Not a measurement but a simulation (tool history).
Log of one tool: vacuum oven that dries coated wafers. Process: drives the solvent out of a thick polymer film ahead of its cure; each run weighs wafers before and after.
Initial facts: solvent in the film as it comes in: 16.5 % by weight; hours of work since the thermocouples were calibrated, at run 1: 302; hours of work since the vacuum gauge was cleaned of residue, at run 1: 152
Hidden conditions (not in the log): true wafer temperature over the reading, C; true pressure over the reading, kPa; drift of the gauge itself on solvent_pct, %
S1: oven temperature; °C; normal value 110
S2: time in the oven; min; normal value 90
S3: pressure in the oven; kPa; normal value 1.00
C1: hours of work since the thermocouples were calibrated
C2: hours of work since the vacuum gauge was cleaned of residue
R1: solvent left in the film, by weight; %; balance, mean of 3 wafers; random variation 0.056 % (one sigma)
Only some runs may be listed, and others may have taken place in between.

Run 1, hour 0.0: usual settings; C1 302; C2 152. Result: R1 3.83 %.
Run 2, hour 8.0: usual settings; C1 306; C2 156. Result: R1 3.93 %.
Run 3, hour 19.6: usual settings; C1 312; C2 163. Result: R1 3.86 %.
Run 4, hour 29.1: usual settings; C1 317; C2 168. Result: R1 3.74 %.
Run 5, hour 40.7: usual settings; C1 324; C2 174. Result: R1 3.73 %.
Run 6, hour 57.8: usual settings; C1 333; C2 183. Result: R1 3.75 %.
Run 7, hour 66.5: usual settings; C1 337; C2 188. Result: R1 3.85 %.
Run 8, hour 83.0: usual settings but S1 102 °C; C1 346; C2 196. Result: R1 5.28 %.
Run 9, hour 92.6: usual settings; C1 351; C2 202. Result: R1 3.83 %.
Run 10, hour 102.6: usual settings but S2 160 min; C1 357; C2 207. Result: R1 1.60 %.
Run 11, hour 118.6: usual settings; C1 365; C2 215. Result: R1 3.80 %.
Run 12, hour 132.0: usual settings but S1 116 °C; C1 372; C2 223. Result: R1 2.76 %.
Run 13, hour 148.5: usual settings but S1 118 °C; C1 381; C2 231. Result: R1 2.52 %.
Run 14, hour 161.7: usual settings but S1 118 °C; C1 388; C2 238. Result: R1 2.55 %.
Run 15, hour 177.0: usual settings; C1 396; C2 247. Result: R1 3.88 %.
Run 16, hour 188.3: usual settings; C1 402; C2 253. Result: R1 3.84 %.
Run 17, hour 199.8: usual settings; C1 409; C2 259. Result: R1 3.82 %.
Run 18, hour 209.9: usual settings; C1 414; C2 264. Result: R1 3.83 %.
Run 19, hour 228.2: usual settings but S1 112 °C, S2 64 min, S3 1.64 kPa; C1 424; C2 274. Result: R1 5.26 %.
Run 20, hour 239.7: usual settings but S1 108 °C, S2 141 min, S3 0.61 kPa; C1 430; C2 280. Result: R1 2.08 %.
Run 21, hour 251.8: usual settings but S1 108 °C, S2 141 min, S3 0.61 kPa; C1 436; C2 286. Result: R1 2.13 %.
Run 22, hour 264.5: usual settings but S1 108 °C, S2 141 min, S3 0.61 kPa; C1 443; C2 293. Result: R1 2.04 %.
Run 23, hour 278.7: usual settings but S2 145 min, S3 3.07 kPa; C1 451; C2 301. Result: R1 2.90 %.
Run 24, hour 289.6: usual settings but S2 145 min, S3 3.07 kPa; C1 457; C2 307. Result: R1 2.90 %.
Run 25, hour 302.9: usual settings but S2 145 min, S3 3.07 kPa; C1 464; C2 314. Result: R1 2.83 %.
Run 26, hour 312.9: usual settings but S2 119 min, S3 0.96 kPa; C1 469; C2 319. Result: R1 2.64 %.
Run 27, hour 324.1: usual settings but S2 119 min, S3 0.96 kPa; C1 475; C2 325. Result: R1 2.64 %.
Run 28, hour 339.5: usual settings but S1 114 °C, S2 101 min, S3 1.03 kPa; C1 483; C2 333. Result: R1 2.67 %.
Run 29, hour 349.8: usual settings but S1 98 °C, S2 155 min, S3 0.73 kPa; C1 489; C2 339. Result: R1 3.35 %.
Run 30, hour 368.7: usual settings but S2 155 min, S3 1.54 kPa; C1 499; C2 349. Result: R1 2.08 %.
Run 31, hour 378.6: usual settings but S1 125 °C, S2 61 min, S3 1.54 kPa; C1 504; C2 354. Result: R1 3.40 %.
Run 32, hour 397.7: usual settings but S1 115 °C; C1 514; C2 364. Result: R1 3.00 %.
Run 33, hour 409.8: usual settings but S1 95 °C, S3 0.60 kPa; C1 521; C2 371. Result: R1 6.41 %.
Run 34, hour 427.8: usual settings but S1 95 °C, S3 0.60 kPa; C1 530; C2 380. Result: R1 6.37 %.
Run 35, hour 437.2: usual settings but S1 100 °C, S3 0.73 kPa; C1 535; C2 385. Result: R1 5.61 %.

Here are 3 independent what-if runs from the current tool condition. What would each one return?
Run A, hour 451.2: usual settings but S1 100 °C, S2 95 min, S3 0.73 kPa; C1 543; C2 393. Result: R1 ?.
Run B, hour 451.2: usual settings but S1 119 °C, S3 0.73 kPa; C1 543; C2 393. Result: R1 ?.
Run C, hour 451.2: usual settings but S1 120 °C, S3 0.91 kPa; C1 543; C2 393. Result: R1 ?.

run    R1
  A  5.29
  B  2.42
  C  2.23
Stripped of hidden state, with their random variation kept, the same runs would have yielded:
run    R1
  A  5.12
  B  2.30
  C  2.12

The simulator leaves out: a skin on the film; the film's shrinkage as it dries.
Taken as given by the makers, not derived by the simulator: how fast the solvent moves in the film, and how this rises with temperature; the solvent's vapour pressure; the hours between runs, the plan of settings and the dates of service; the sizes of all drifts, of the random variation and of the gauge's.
